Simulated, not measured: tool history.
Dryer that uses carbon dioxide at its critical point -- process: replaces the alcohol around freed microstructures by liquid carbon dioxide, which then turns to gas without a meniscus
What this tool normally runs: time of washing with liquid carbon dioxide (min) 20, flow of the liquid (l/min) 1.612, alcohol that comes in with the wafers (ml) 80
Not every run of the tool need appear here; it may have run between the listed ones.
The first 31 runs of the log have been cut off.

| run | hour | time of washing with liquid carbon dioxide (min) | flow of the liquid (l/min) | alcohol that comes in with the wafers (ml) | alcohol left in the vessel before it's heated (ppm by volume) |
|---|---|---|---|---|---|
| 32 | 215.9 | 20 | 1.612 | 84 | 80 |
| 33 | 221.9 | 12 | 2.05 | 61 | 190 |
| 34 | 229.1 | 22 | 2.15 | 83 | 30 |
| 35 | 237.4 | 13 | 1.612 | 25 | 155 |
| 36 | 244.5 | 20 | 1.64 | 65 | 74 |
| 37 | 250.3 | 20 | 1.64 | 65 | 68 |
| 38 | 258.8 | 15 | 2.67 | 55 | 42 |
| 39 | 267.9 | 15 | 2.67 | 55 | 45 |
| 40 | 274.5 | 15 | 2.67 | 55 | 48 |
| 41 | 279.3 | 19 | 0.98 | 51 | 396 |
| 42 | 287.7 | 28 | 1.13 | 83 | 89 |
| 43 | 297.1 | 18 | 1.612 | 47 | 93 |
| 44 | 304.5 | 18 | 1.612 | 47 | 91 |
| 45 | 311.4 | 20 | 1.612 | 71 | 89 |
| 46 | 319.2 | 18 | 1.25 | 36 | 184 |
| 47 | 328.5 | 18 | 1.25 | 29 | 154 |

3 options for the next run, each taken on its own from the tool as it stands now. Forecast them:
| A | 337.2 | 20 | 1.36 | 28 | ? |
| B | 337.2 | 20 | 1.612 | 28 | ? |
| C | 337.2 | 20 | 1.9 | 90 | ? |

| run | alcohol left in the vessel before it's heated (ppm by volume) |
|---|---|
| A | 93 |
| B | 65 |
| C | 65 |
The same runs, with their run-to-run variation unchanged, on a tool lacking any hidden condition would have given:
| run | alcohol left in the vessel before it's heated (ppm by volume) |
|---|---|
| A | 33 |
| B | 19 |
| C | 15 |

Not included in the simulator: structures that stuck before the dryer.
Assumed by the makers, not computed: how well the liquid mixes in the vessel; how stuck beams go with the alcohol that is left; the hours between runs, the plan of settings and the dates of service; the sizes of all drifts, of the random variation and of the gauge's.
